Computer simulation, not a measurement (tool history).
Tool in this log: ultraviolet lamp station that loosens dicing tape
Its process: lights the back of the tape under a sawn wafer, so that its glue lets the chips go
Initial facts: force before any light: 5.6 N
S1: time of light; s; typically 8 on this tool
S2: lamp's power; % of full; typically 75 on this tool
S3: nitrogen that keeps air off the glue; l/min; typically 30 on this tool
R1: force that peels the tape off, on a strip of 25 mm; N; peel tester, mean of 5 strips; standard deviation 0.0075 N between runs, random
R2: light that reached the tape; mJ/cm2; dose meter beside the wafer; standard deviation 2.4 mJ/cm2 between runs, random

run,hour,S1,S2,S3,R1,R2
1,0.0,8,75,30,0.402,212
2,7.2,8,75,30,0.411,214
3,21.4,8,75,30,0.406,209
4,29.6,8,75,30,0.408,208
5,43.1,8,75,30,0.398,209
6,50.0,8,75,30,0.416,209
7,64.2,8,75,30,0.412,201
8,73.4,8,78,30,0.391,213
9,86.4,8,78,30,0.406,210
10,93.4,8,78,30,0.392,211
11,104.0,6,78,30,0.697,158
# hour 105.5: window cleaned of glue's vapour
12,113.0,6,61,30,1.095,116
13,128.5,6,61,30,1.114,116
# hour 129.6: window cleaned of glue's vapour, once more
14,142.5,4,62,9,2.460,92
15,155.7,4,73,15,1.677,111
16,170.1,7,73,18,0.688,194
17,183.2,8,88,24,0.309,259
18,196.4,8,88,24,0.318,257
19,203.7,6,80,56,0.372,177

Subtracting, for every run, the result it would have given without the tool's unlogged condition from the measured result gives the following. The same run-to-run variation enters both numbers; the gauge's scatter may not:
Unlogged tool condition in this case: lamp's light, % of a new lamp's; light that the window lets through, % of a clean one's; drift of the gauge itself on peel_n, %; drift of the gauge itself on dose_mj_cm2, %.
run,R1,R2
1,+0.115,-46
2,+0.123,-47
3,+0.122,-49
4,+0.127,-49
5,+0.129,-50
6,+0.134,-51
7,+0.137,-52
8,+0.127,-55
9,+0.135,-57
10,+0.135,-57
11,+0.256,-44
12,+0.419,-40
13,+0.437,-41
14,+0.241,-12
15,+0.236,-15
16,+0.151,-28
17,+0.062,-40
18,+0.065,-41
19,+0.086,-29
